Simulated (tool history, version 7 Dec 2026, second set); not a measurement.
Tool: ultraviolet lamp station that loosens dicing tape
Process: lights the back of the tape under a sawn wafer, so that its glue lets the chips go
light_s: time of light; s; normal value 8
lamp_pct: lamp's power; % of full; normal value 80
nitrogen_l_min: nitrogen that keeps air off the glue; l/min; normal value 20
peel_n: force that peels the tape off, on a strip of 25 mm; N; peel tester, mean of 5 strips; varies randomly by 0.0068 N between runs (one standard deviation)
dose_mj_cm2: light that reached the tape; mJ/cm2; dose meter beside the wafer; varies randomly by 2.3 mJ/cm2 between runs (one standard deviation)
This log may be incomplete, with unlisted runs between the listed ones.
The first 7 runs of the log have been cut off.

run,hour,light_s,lamp_pct,nitrogen_l_min,peel_n,dose_mj_cm2
8,475.3,8,85,20,0.269,225
9,546.0,8,85,20,0.285,215
10,603.4,8,85,20,0.296,205
11,659.4,8,85,20,0.335,199
# hour 707.3: window cleaned of glue's vapour
12,749.8,6,80,20,0.509,157
13,841.5,6,80,20,0.540,144
14,891.1,8,80,20,0.341,193
15,942.3,8,80,14,0.467,186
16,1000.4,8,80,14,0.511,180
# hour 1061.7: window cleaned of glue's vapour
17,1079.8,5,87,11,0.964,138
18,1134.4,9,84,20,0.250,232
19,1184.7,9,87,36,0.196,231
20,1276.3,13,75,35,0.156,273
21,1327.7,4,82,19,1.300,89
22,1392.0,4,82,19,1.299,85
# hour 1415.5: window cleaned of glue's vapour
23,1456.2,6,68,18,0.840,121
24,1521.4,7,79,8,0.872,156
25,1592.5,4,80,16,1.381,85
26,1640.7,4,80,16,1.469,84
# hour 1707.4: lamp changed
27,1734.6,10,79,27,0.194,248
# hour 1769.3: window cleaned of glue's vapour
28,1806.0,12,89,20,0.149,385
29,1874.3,11,90,9,0.220,345
30,1932.2,5,80,14,0.833,132
31,2016.0,8,99,7,0.470,252

Here are 5 independent what-if runs from the current tool condition. What would each one return?
A,2069.1,8,99,34,?,?
B,2069.1,6,80,27,?,?
C,2069.1,8,67,7,?,?
D,2069.1,15,81,35,?,?
E,2069.1,6,60,24,?,?

run,peel_n,dose_mj_cm2
A,0.180,242
B,0.474,144
C,0.940,164
D,0.129,369
E,0.843,111
What these runs would have given with no unlogged condition in the tool:
run,peel_n,dose_mj_cm2
A,0.151,301
B,0.318,180
C,0.666,204
D,0.126,459
E,0.584,138
